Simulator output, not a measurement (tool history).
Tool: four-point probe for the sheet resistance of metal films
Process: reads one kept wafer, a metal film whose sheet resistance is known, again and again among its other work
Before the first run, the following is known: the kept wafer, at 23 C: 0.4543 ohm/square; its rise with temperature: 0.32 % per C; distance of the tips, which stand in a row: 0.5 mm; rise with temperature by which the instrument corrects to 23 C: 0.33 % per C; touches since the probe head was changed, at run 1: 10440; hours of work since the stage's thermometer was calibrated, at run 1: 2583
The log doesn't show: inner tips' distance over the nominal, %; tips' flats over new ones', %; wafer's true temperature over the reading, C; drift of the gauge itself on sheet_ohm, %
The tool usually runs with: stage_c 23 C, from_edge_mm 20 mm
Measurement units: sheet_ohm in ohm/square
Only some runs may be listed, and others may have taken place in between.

| run | hour | stage_c | from_edge_mm | touches since the probe head was changed | hours of work since the stage's thermometer was calibrated | sheet_ohm |
|---|---|---|---|---|---|---|
| 1 | 0.0 | 23 | 20 | 10440 | 2583 | 0.454650 |
| 2 | 23.0 | 23 | 20 | 10672 | 2594 | 0.454930 |
| 3 | 46.0 | 23 | 20 | 10904 | 2605 | 0.454733 |
| 4 | 79.7 | 23 | 20 | 11242 | 2621 | 0.454596 |
| 5 | 99.5 | 23 | 20 | 11442 | 2630 | 0.454554 |
| 6 | 123.7 | 23 | 20 | 11686 | 2642 | 0.454704 |
| 7 | 140.8 | 23 | 20 | 11859 | 2650 | 0.454616 |
| 8 | 167.5 | 23 | 20 | 12128 | 2662 | 0.454607 |
| 9 | 194.9 | 23 | 6 | 12403 | 2675 | 0.456194 |
| 10 | 210.5 | 23 | 6 | 12561 | 2683 | 0.456181 |
| 11 | 247.8 | 23 | 6 | 12937 | 2700 | 0.456236 |
| 12 | 283.5 | 23 | 6 | 13295 | 2717 | 0.456157 |
| 13 | 308.1 | 26 | 20 | 13544 | 2729 | 0.454396 |
| 14 | 329.5 | 26 | 20 | 13759 | 2739 | 0.454561 |
| 15 | 366.3 | 26 | 20 | 14130 | 2756 | 0.454604 |
| 16 | 382.7 | 18 | 9 | 14295 | 2764 | 0.455388 |

Run 17 is up next; what results do you expect?
|  | 384.9 | stage's thermometer calibrated |
| 17 | 410.8 | 23 | 29 | 14574 | 12 | ? |

{"run 17": {"sheet_ohm": 0.454592}}
Take away the tool's hidden state, keep the run-to-run variation as it was, and the same run would have given sheet_ohm 0.454376 ohm/square.

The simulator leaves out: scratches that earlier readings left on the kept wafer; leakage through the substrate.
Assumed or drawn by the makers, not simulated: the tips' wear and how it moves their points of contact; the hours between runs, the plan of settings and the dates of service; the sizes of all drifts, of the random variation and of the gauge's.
